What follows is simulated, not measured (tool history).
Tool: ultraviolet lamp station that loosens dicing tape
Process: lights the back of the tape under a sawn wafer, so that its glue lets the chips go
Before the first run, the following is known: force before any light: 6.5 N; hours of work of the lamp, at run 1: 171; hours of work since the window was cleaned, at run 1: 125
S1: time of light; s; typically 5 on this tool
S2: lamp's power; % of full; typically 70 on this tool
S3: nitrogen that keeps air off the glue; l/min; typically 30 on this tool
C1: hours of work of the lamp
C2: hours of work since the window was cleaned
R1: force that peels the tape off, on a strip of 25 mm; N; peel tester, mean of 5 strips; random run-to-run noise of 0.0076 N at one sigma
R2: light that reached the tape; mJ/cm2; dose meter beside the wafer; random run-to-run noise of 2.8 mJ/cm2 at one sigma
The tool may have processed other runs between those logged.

run	hour	S1	S2	S3	C1	C2	R1	R2
1	0.0	5	70	30	171	125	0.413	335
2	14.3	5	70	30	178	132	0.427	329
3	32.0	5	70	30	186	140	0.426	331
4	44.1	5	70	30	192	145	0.440	322
5	52.1	5	70	12	195	149	0.650	318
6	60.3	5	70	30	199	153	0.435	325
7	76.6	5	70	30	206	160	0.450	318
8	86.8	5	70	30	211	165	0.440	322
9	103.7	5	70	57	219	173	0.391	308
10	111.1	10	70	30	222	176	0.162	624
11	118.5	10	70	30	226	179	0.161	616
12	133.2	10	70	30	232	186	0.175	622
13	149.7	10	70	30	240	194	0.171	612
14	166.9	10	70	30	248	202	0.162	605
15	179.7	10	70	30	254	207	0.166	598
16	193.8	5	70	30	260	214	0.502	299
17	203.7	5	70	30	265	218	0.509	297
18	213.6	3	70	30	269	223	1.304	173
19	224.0	7	70	30	274	228	0.261	410
20	232.5	5	70	30	278	232	0.527	291
# hour 239.3: window cleaned of glue's vapour
21	250.0	5	70	30	285	5	0.354	350
22	261.2	5	70	30	291	10	0.364	347
23	277.3	2	88	16	298	17	1.607	172
24	291.0	5	84	56	304	24	0.231	413
25	298.4	4	70	33	308	27	0.592	275
26	305.8	9	84	10	311	30	0.167	743
27	319.1	5	66	43	317	36	0.408	319
28	330.0	2	70	30	322	41	1.816	134
29	348.3	8	71	33	330	50	0.168	536
30	363.4	8	71	33	337	57	0.182	541
31	376.8	6	70	22	343	63	0.314	397
32	385.8	6	70	25	348	67	0.319	395
33	403.0	6	69	36	355	75	0.290	387
34	418.4	6	69	36	362	82	0.288	374
35	428.2	4	66	36	367	86	0.709	241
36	444.9	3	97	10	375	94	0.996	264
37	460.0	5	73	13	381	101	0.606	326
38	475.0	5	93	48	388	108	0.229	418
39	485.9	7	62	37	393	113	0.274	388
40	498.3	10	70	30	399	118	0.154	621
41	512.0	6	70	13	405	125	0.478	364
42	527.5	5	63	30	412	132	0.576	276
43	543.3	5	63	30	419	139	0.612	271
44	559.6	5	63	30	427	146	0.631	270

Consider 4 possible next runs. They are alternatives, not a sequence: every one starts from the tool as it was left by run 44. What does each give?
A	572.1	8	63	30	433	152	?	?
B	572.1	5	70	12	433	152	?	?
C	572.1	6	88	30	433	152	?	?
D	572.1	5	84	30	433	152	?	?

run	R1	R2
A	0.254	423
B	0.751	295
C	0.241	444
D	0.341	355
Had the tool no hidden state, the same runs would have come out as:
run	R1	R2
A	0.175	567
B	0.420	394
C	0.172	594
D	0.204	474

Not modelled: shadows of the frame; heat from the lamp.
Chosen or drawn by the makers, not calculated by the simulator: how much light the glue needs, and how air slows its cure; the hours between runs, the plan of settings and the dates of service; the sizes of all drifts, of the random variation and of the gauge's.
